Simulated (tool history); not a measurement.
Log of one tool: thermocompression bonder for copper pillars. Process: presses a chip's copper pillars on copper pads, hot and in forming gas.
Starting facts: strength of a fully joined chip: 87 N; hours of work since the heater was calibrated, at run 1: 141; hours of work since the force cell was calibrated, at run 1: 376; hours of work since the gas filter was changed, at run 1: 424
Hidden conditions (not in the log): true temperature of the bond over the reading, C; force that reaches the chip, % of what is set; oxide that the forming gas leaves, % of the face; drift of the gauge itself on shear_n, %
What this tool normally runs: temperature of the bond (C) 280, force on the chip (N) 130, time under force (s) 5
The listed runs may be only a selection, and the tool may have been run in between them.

run,hour,temperature of the bond (C),force on the chip (N),time under force (s),hours of work since the heater was calibrated,hours of work since the force cell was calibrated,hours of work since the gas filter was changed,force that shears a chip off (N)
1,0,280,130,5,141,376,424,34.4
2,34.9,280,130,5,168,403,451,33.5
# hour 51: forming gas filter changed
3,52.4,280,130,5,181,416,1,35.7
4,75.4,280,130,5,199,433,19,34.3
5,105.1,280,111,5,221,456,42,30
6,129.1,280,111,5,240,475,60,31
7,149,297,130,5,255,490,75,42.3
8,164.6,297,130,5,267,502,88,42.4
9,191.5,280,98,5,288,523,108,26.5
10,211.5,280,98,5,303,538,124,27.2
11,226.9,280,98,5,315,550,136,25.7
12,252.8,280,98,5,335,570,155,25.6
13,279.3,280,98,5,356,590,176,26.1
14,293.9,280,98,5,367,602,187,25.6
15,326.7,280,98,5,392,627,212,25.3
16,343.7,280,98,5,405,640,226,25.4
17,373,280,98,5,428,663,248,26.2
18,391.6,280,98,5,442,677,262,25.5
19,414.7,280,130,5,460,695,280,32.5
20,448,280,101,3,486,720,306,20.7
21,466.8,290,129,6,500,735,320,39.5
22,492.3,251,183,6,520,755,340,30.2
23,520.5,251,136,6,541,776,362,22.3
24,547.6,275,88,4,562,797,383,19.3
25,575.4,307,135,4,584,819,404,43
26,610.6,309,135,4,611,846,431,43.4
27,641.9,259,91,5,635,870,455,15.6
# hour 652.1: forming gas filter changed
28,661.7,271,179,5,650,885,7,37.3
29,680.3,271,179,5,664,899,22,36.8
30,711.2,295,98,5,688,923,45,30.3
31,729.9,295,98,5,702,937,60,31.6
32,747.6,295,98,5,716,951,74,30.9
33,782.6,295,98,5,743,978,101,30.8
34,810.4,295,98,5,764,999,122,30.3
35,826.3,295,98,5,777,1012,134,31.3
36,852.9,280,92,5,797,1032,155,23
37,874.4,294,99,3,814,1049,171,24.2

Alternative continuations, all from the tool just after run 37; predict every row:
A,901.3,302,130,14,834,1069,192,?
B,901.3,294,130,5,834,1069,192,?
C,901.3,294,92,3,834,1069,192,?
D,901.3,306,130,5,834,1069,192,?
E,901.3,262,130,5,834,1069,192,?

run,force that shears a chip off (N)
A,57.3
B,37.1
C,22.6
D,43.1
E,23.4
Without the tool's hidden state the same runs would have given:
run,force that shears a chip off (N)
A,64
B,43.2
C,26.9
D,49.4
E,28.2
